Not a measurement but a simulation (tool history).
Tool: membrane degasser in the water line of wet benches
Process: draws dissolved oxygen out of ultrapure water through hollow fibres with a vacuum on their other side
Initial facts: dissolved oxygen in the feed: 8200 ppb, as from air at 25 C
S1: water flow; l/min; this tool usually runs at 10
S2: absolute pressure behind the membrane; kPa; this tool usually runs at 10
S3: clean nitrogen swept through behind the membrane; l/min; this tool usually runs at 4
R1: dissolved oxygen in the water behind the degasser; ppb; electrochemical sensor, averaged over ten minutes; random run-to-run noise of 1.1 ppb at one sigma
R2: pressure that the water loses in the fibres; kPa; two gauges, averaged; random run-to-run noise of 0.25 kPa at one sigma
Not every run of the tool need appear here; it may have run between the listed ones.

run    hour  S1    S2     S3     R1      R2
  1       0  10    10      4  108.3   64.99
  2    80.5  10    10      4  105.4   64.82
  3   202.2  10  17.2      4    151   64.89
  4   325.3  10  17.2      4    152    65.2
  5   448.2  10  17.2      4  150.7   65.06
  6   570.5  10   8.2      4   94.7   64.92
  7   687.8  10   8.2      4   96.6   65.18
  8   742.9  10   8.2      4   96.1   65.28
  9   862.3  10   8.2      4   96.7   65.05
 10   985.4  10    16      4  145.9   65.45
 11  1107.1  10  13.9      4  132.6   65.66
 12  1211.6  10  13.9      4  133.4    65.3
 13  1268.1  10  13.9      4  131.9   65.22
 14  1337.1  10  13.9      4  134.4   65.21
     1348.3  -- vacuum gauge calibrated
 15  1450.7  10  13.9   5.18    119   65.23
 16  1574.8  10    10  11.62   81.7   65.52
     1631.6  -- vacuum gauge calibrated, once more
 17  1695.5  13   6.8   7.64  118.3   84.93
 18  1805.9  13  17.6   2.51  286.1   85.23
 19  1877.9  13  17.6   2.51  284.3   84.86
 20  1992.8  13  17.6   2.51  283.7   84.94
 21  2074.1   9  18.3  11.38   86.7   58.97
 22    2163  16  12.2   3.07  251.7  104.49
 23  2236.3  10  16.2      4  151.6   65.32

What will run 24 give?
 24  2297.8  13  16.2   4   ?   ?

{"run 24": {"R1": 204.1, "R2": 85.15}}
Were there no unlogged condition in the tool, this run, its random variation unchanged, would have produced R1 196 ppb, R2 84.25 kPa.
